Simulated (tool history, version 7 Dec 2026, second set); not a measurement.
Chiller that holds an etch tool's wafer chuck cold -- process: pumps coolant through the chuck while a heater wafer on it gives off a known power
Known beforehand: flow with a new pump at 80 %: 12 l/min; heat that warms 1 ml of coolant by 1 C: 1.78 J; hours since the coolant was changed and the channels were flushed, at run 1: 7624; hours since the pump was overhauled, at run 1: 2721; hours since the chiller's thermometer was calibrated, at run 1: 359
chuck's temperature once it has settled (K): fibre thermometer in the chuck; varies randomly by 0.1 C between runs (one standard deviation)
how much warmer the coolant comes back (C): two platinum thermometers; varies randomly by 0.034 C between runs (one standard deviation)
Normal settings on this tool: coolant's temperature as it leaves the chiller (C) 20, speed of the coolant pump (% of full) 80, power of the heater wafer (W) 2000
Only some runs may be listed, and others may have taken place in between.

run	hour	coolant's temperature as it leaves the chiller (C)	speed of the coolant pump (% of full)	power of the heater wafer (W)	hours since the coolant was changed and the channels were flushed	hours since the pump was overhauled	hours since the chiller's thermometer was calibrated	chuck's temperature once it has settled (K)	how much warmer the coolant comes back (C)
1	0	20	80	2000	7624	2721	359	305.55	5.66
2	78.3	20	80	2000	7702	2799	437	305.45	5.56
3	122.6	20	80	2000	7747	2844	481	305.55	5.65
4	181.4	20	80	2000	7806	2902	540	305.55	5.63
5	257.1	20	80	2000	7881	2978	616	305.35	5.62
6	313.6	20	80	2000	7938	3035	672	305.35	5.7
7	348.7	20	80	2000	7973	3070	707	305.35	5.66
8	407.2	20	90	2000	8031	3128	766	304.25	4.96
9	469.4	11	80	2000	8094	3191	828	296.55	5.64
10	533.4	20	80	2000	8158	3255	892	305.35	5.67
11	577.4	20	80	1370	8202	3299	936	301.65	4.01
12	654.1	20	80	1370	8278	3375	1013	301.65	3.97
13	732.8	20	80	1370	8357	3454	1091	301.55	3.91
14	784.8	20	80	2000	8409	3506	1143	305.45	5.75
15	826.5	20	85	2000	8451	3548	1185	304.85	5.36
16	913.4	20	85	2000	8538	3635	1272	304.95	5.42
17	989.3	30	80	1152	8613	3710	1348	310.25	3.4
18	1072.9	11	86	2966	8697	3794	1432	301.25	7.84
19	1152.3	11	86	2966	8777	3873	1511	301.55	7.9
20	1220.3	20	80	1228	8845	3941	1579	300.35	3.63
# hour 1265.1: gauge calibrated
21	1288.3	20	80	1228	8913	4009	1647	300.65	3.45
22	1339.2	20	80	2810	8963	4060	1698	310.45	7.91
23	1383.8	21	86	1053	9008	4105	1742	300.15	2.74
24	1460.3	27	86	2975	9084	4181	1819	317.25	7.7

The next listed run, before its measurement:
# hour 1499.6: coolant changed, channels flushed
25	1512.6	27	86	2975	13	4228	1865	?	?

{"run 25": {"chuck's temperature once it has settled (K)": 317.45, "how much warmer the coolant comes back (C)": 7.73}}
Without the tool's hidden state the same run would have given chuck's temperature once it has settled (K) 317.45, how much warmer the coolant comes back (C) 7.69.

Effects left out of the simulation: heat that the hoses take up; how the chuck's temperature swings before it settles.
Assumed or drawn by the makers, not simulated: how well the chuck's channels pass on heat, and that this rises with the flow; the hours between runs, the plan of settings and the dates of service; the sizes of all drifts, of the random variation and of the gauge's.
